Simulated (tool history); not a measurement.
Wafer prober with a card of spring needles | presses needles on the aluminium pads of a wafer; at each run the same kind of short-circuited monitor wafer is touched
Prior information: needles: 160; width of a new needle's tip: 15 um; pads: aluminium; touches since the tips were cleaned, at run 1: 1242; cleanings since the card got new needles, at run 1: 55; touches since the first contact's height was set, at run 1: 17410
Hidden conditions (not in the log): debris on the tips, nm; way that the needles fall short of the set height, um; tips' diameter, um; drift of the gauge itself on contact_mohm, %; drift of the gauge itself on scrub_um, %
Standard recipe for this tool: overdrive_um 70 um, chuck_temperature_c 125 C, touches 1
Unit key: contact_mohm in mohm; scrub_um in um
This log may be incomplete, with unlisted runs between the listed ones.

run	hour	overdrive_um	chuck_temperature_c	touches	touches since the tips were cleaned	cleanings since the card got new needles	touches since the first contact's height was set	contact_mohm	scrub_um
1	0.0	70	125	1	1242	55	17410	274	10.721
# hour 10.7: tips cleaned on abrasive film
2	15.1	70	125	1	3005	56	27702	273	10.700
# hour 23.8: tips cleaned on abrasive film
3	30.1	88	125	1	4336	57	37975	272	13.468
# hour 36.0: tips cleaned on abrasive film
4	39.5	88	125	1	2376	58	44323	276	13.457
# hour 48.4: tips cleaned on abrasive film
5	53.1	88	125	1	3233	59	53634	272	13.450
# hour 60.5: tips cleaned on abrasive film
6	64.4	70	125	1	2643	60	61287	276	10.697
# hour 73.8: tips cleaned on abrasive film
# hour 86.1: tips cleaned on abrasive film
7	87.3	70	125	1	805	62	76863	274	10.677
8	97.3	70	125	1	7688	62	83746	275	10.672
# hour 99.5: tips cleaned on abrasive film
9	107.0	70	125	1	5144	63	90334	276	10.667
# hour 112.0: tips cleaned on abrasive film
10	117.3	70	125	1	3641	64	97356	279	10.654
# hour 124.3: tips cleaned on abrasive film
# hour 137.0: tips cleaned on abrasive film
11	137.8	70	125	1	523	66	111301	272	10.662
# hour 149.7: tips cleaned on abrasive film
12	155.3	70	125	1	3839	67	123252	278	10.651
# hour 162.0: tips cleaned on abrasive film
13	168.4	69	125	1	4403	68	132192	275	10.489
# hour 174.9: tips cleaned on abrasive film
# hour 187.8: tips cleaned on abrasive film
14	189.9	69	125	1	1435	70	146770	277	10.475
# hour 200.4: tips cleaned on abrasive film
15	208.8	79	125	1	5754	71	159678	272	11.971
# hour 210.4: height of the first contact set anew
# hour 213.6: tips cleaned on abrasive film
# hour 226.5: tips cleaned on abrasive film
16	230.7	70	125	1	2843	73	13809	271	10.614
# hour 238.6: tips cleaned on abrasive film
17	248.2	70	125	2	6594	74	25776	276	10.604
# hour 251.8: tips cleaned on abrasive film
# hour 264.6: tips cleaned on abrasive film
18	265.8	70	125	2	840	76	37723	280	10.588
19	276.0	70	125	2	7864	76	44747	277	10.588
# hour 277.9: tips cleaned on abrasive film
# hour 290.6: tips cleaned on abrasive film
20	295.2	63	125	1	3169	78	57808	276	9.523
# hour 303.8: tips cleaned on abrasive film
21	306.0	67	37	1	1547	79	65152	256	10.126
# hour 316.8: tips cleaned on abrasive film
22	322.9	76	38	2	4155	80	76646	251	11.469
# hour 330.1: tips cleaned on abrasive film
23	338.8	70	28	1	5959	81	87495	245	10.553
# hour 342.0: tips cleaned on abrasive film
# hour 354.1: tips cleaned on abrasive film
24	361.1	62	31	1	4829	83	102702	254	9.334
# hour 367.2: tips cleaned on abrasive film
25	371.9	65	61	1	3280	84	110084	258	9.776
# hour 379.9: tips cleaned on abrasive film
26	385.0	65	61	1	3547	85	119001	257	9.771
# hour 392.6: tips cleaned on abrasive film
27	402.1	56	37	1	6521	86	130645	253	8.421
# hour 405.3: tips cleaned on abrasive film
28	414.4	56	72	2	6281	87	139051	260	8.406
# hour 418.4: tips cleaned on abrasive film
29	428.8	56	72	2	7164	88	148845	267	8.406
# hour 430.5: tips cleaned on abrasive film
# hour 442.4: tips cleaned on abrasive film
# hour 445.8: height of the first contact set anew
30	449.3	86	30	1	4558	90	2413	246	12.888
# hour 455.9: tips cleaned on abrasive film
31	462.3	84	36	2	4376	91	11249	248	12.600

Selected run-to-run steps in scrub_um, each split into two signed amounts: the part the tool would show with no hidden state at all (from settings, incoming material and random variation), and the remainder, which goes to the hidden state together with any gauge scatter not common to the measured and the hidden-state-free results:
Run 2 -> 3: overdrive_um 70 -> 88, tips cleaned on abrasive film. scrub_um +2.768 um: hidden state -0.011, all else +2.779.
Run 5 -> 6: overdrive_um 88 -> 70, tips cleaned on abrasive film. scrub_um -2.753 um: hidden state +0.002, all else -2.755.
Run 14 -> 15: overdrive_um 69 -> 79, tips cleaned on abrasive film. scrub_um +1.496 um: hidden state -0.025, all else +1.521.
Run 21 -> 22: overdrive_um 67 -> 76, chuck_temperature_c 37 -> 38, touches 1 -> 2, tips cleaned on abrasive film. scrub_um +1.343 um: hidden state -0.030, all else +1.373.
Run 29 -> 30: overdrive_um 56 -> 86, chuck_temperature_c 72 -> 30, touches 2 -> 1, tips cleaned on abrasive film, tips cleaned on abrasive film, height of the first contact set anew. scrub_um +4.482 um: hidden state -0.106, all else +4.588.
